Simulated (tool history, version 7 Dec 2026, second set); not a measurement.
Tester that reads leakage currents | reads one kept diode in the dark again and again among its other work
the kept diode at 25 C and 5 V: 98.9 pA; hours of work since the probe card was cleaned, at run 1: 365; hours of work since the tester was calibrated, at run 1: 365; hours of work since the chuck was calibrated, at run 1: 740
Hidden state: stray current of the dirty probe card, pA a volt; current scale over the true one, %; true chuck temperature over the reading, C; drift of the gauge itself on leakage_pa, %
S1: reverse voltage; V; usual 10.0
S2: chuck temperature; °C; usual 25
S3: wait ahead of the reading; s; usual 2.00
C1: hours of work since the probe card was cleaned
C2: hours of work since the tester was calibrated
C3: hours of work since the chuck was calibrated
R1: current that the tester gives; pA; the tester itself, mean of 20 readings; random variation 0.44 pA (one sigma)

run 1 hour=0.0 | S1=10.0 S2=25 S3=2.00 | C1=365 C2=365 C3=740 | R1=147.66
run 2 hour=217.5 | S1=10.0 S2=25 S3=2.00 | C1=500 C2=500 C3=875 | R1=147.94
run 3 hour=376.0 | S1=10.0 S2=25 S3=2.00 | C1=599 C2=599 C3=974 | R1=147.95
run 4 hour=514.8 | S1=10.0 S2=25 S3=2.00 | C1=685 C2=685 C3=1060 | R1=147.24
run 5 hour=656.8 | S1=10.0 S2=25 S3=2.00 | C1=773 C2=773 C3=1148 | R1=147.97
run 6 hour=871.9 | S1=19.1 S2=25 S3=2.00 | C1=907 C2=907 C3=1282 | R1=211.25
run 7 hour=991.3 | S1=19.1 S2=25 S3=2.00 | C1=981 C2=981 C3=1357 | R1=212.94
run 8 hour=1119.6 | S1=19.1 S2=25 S3=2.00 | C1=1061 C2=1061 C3=1436 | R1=212.15
run 9 hour=1257.7 | S1=19.1 S2=25 S3=2.00 | C1=1147 C2=1147 C3=1522 | R1=211.99
run 10 hour=1399.4 | S1=10.0 S2=25 S3=2.00 | C1=1235 C2=1235 C3=1610 | R1=148.08
-- hour=1423.3 probe card cleaned and baked
run 11 hour=1549.1 | S1=1.1 S2=25 S3=2.00 | C1=78 C2=1326 C3=1702 | R1=42.54
-- hour=1659.6 chuck's temperature calibrated
run 12 hour=1729.4 | S1=10.0 S2=25 S3=2.00 | C1=189 C2=1437 C3=43 | R1=147.44
run 13 hour=1842.6 | S1=10.0 S2=25 S3=2.00 | C1=260 C2=1508 C3=114 | R1=147.17
run 14 hour=1979.3 | S1=10.0 S2=25 S3=2.00 | C1=345 C2=1593 C3=199 | R1=147.49
run 15 hour=2122.8 | S1=10.0 S2=25 S3=2.00 | C1=434 C2=1682 C3=288 | R1=147.80
run 16 hour=2219.8 | S1=10.0 S2=25 S3=0.83 | C1=494 C2=1742 C3=348 | R1=148.94
run 17 hour=2317.6 | S1=10.0 S2=25 S3=0.83 | C1=555 C2=1803 C3=409 | R1=149.58
run 18 hour=2457.6 | S1=10.0 S2=25 S3=2.32 | C1=642 C2=1890 C3=496 | R1=147.22
run 19 hour=2614.6 | S1=10.0 S2=25 S3=2.32 | C1=740 C2=1988 C3=594 | R1=147.65
run 20 hour=2766.5 | S1=3.8 S2=25 S3=2.32 | C1=834 C2=2082 C3=688 | R1=85.53
run 21 hour=2921.4 | S1=17.0 S2=33 S3=1.38 | C1=930 C2=2179 C3=785 | R1=357.57
run 22 hour=3065.8 | S1=17.0 S2=33 S3=1.38 | C1=1020 C2=2268 C3=875 | R1=358.79
run 23 hour=3286.3 | S1=17.0 S2=33 S3=1.38 | C1=1157 C2=2406 C3=1012 | R1=358.40
-- hour=3430.3 probe card cleaned and baked
run 24 hour=3461.9 | S1=14.9 S2=25 S3=2.89 | C1=20 C2=2513 C3=1119 | R1=183.72

Run 25 comes next. What will it give?
run 25 hour=3636.0 | S1=14.9 S2=25 S3=2.89 | C1=128 C2=2621 C3=1227 | R1=?

{"run 25": {"R1": 183.66}}
Without the tool's hidden state the same run would have given R1 183.55 pA.

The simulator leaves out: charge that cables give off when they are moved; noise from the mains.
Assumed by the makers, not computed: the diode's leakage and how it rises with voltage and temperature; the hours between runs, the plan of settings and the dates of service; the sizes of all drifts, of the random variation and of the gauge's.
